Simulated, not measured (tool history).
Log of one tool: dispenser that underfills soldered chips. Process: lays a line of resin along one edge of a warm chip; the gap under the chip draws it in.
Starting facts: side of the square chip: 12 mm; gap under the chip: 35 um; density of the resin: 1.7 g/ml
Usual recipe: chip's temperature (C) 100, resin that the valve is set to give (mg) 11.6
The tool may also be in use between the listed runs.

run	day	chip's temperature (C)	resin that the valve is set to give (mg)	time until the resin shows at the far edge (s)	resin that the valve gave (mg)
1	0.000	100	11.6	328.7	11.45
2	0.212	113	11.6	334.6	11.50
# day 0.312: new syringe of resin
3	0.454	100	11.6	305.4	11.49
4	0.671	100	11.6	428.3	11.48
# day 0.812: new syringe of resin
5	0.821	85	11.6	370.1	11.49
6	0.929	85	11.6	437.4	11.38
7	1.067	85	10.4	564.8	10.24
8	1.229	100	10.2	493.8	10.05
# day 1.308: new syringe of resin
9	1.388	100	11.6	282.1	11.39
10	1.521	100	9.9	373.5	9.70
11	1.629	100	12.2	404.8	11.96
12	1.733	87	11.6	674.8	11.42
# day 1.817: new syringe of resin
# day 1.879: dispensing valve cleaned and set on the balance
13	1.904	87	11.6	365.9	11.62
14	2.083	87	11.6	483.7	11.65
15	2.212	87	11.6	595.3	11.53
# day 2.375: new syringe of resin
16	2.417	100	11.6	262.8	11.59
17	2.642	90	11.6	482.8	11.44
18	2.775	108	12.1	380.6	11.98
# day 2.879: new syringe of resin
19	2.979	95	13.4	321.0	13.28
20	3.092	95	13.4	373.3	13.23
21	3.283	101	10.9	464.3	10.75
# day 3.379: new syringe of resin
22	3.450	103	14.7	245.1	14.43
23	3.583	103	14.7	299.6	14.37
24	3.746	105	11.6	389.2	11.37
25	3.842	90	12.8	644.7	12.60
# day 3.892: new syringe of resin
26	4.062	94	15.0	363.9	14.64
27	4.200	94	15.0	445.9	14.62
# day 4.321: dispensing valve cleaned and set on the balance
# day 4.438: new syringe of resin
28	4.446	106	10.1	228.3	10.14
29	4.688	92	11.3	454.1	11.22
30	4.792	97	14.4	446.8	14.33
# day 4.950: new syringe of resin
31	5.000	99	11.0	274.9	10.98
32	5.129	115	11.1	228.1	11.02
33	5.342	115	12.2	309.3	12.15
# day 5.462: new syringe of resin
34	5.542	91	12.6	350.9	12.41

Predict each of these 4 candidate next runs independently; none follows another, all start after run 34:
A	5.696	90	13.7	?	?
B	5.696	95	12.6	?	?
C	5.696	113	12.7	?	?
D	5.696	91	13.0	?	?

run	time until the resin shows at the far edge (s)	resin that the valve gave (mg)
A	452.4	13.56
B	397.8	12.42
C	258.2	12.55
D	438.0	12.86
With the hidden condition removed and each run's random variation left untouched, the same runs would have given:
run	time until the resin shows at the far edge (s)	resin that the valve gave (mg)
A	309.4	13.71
B	272.1	12.56
C	176.8	12.69
D	299.6	13.01

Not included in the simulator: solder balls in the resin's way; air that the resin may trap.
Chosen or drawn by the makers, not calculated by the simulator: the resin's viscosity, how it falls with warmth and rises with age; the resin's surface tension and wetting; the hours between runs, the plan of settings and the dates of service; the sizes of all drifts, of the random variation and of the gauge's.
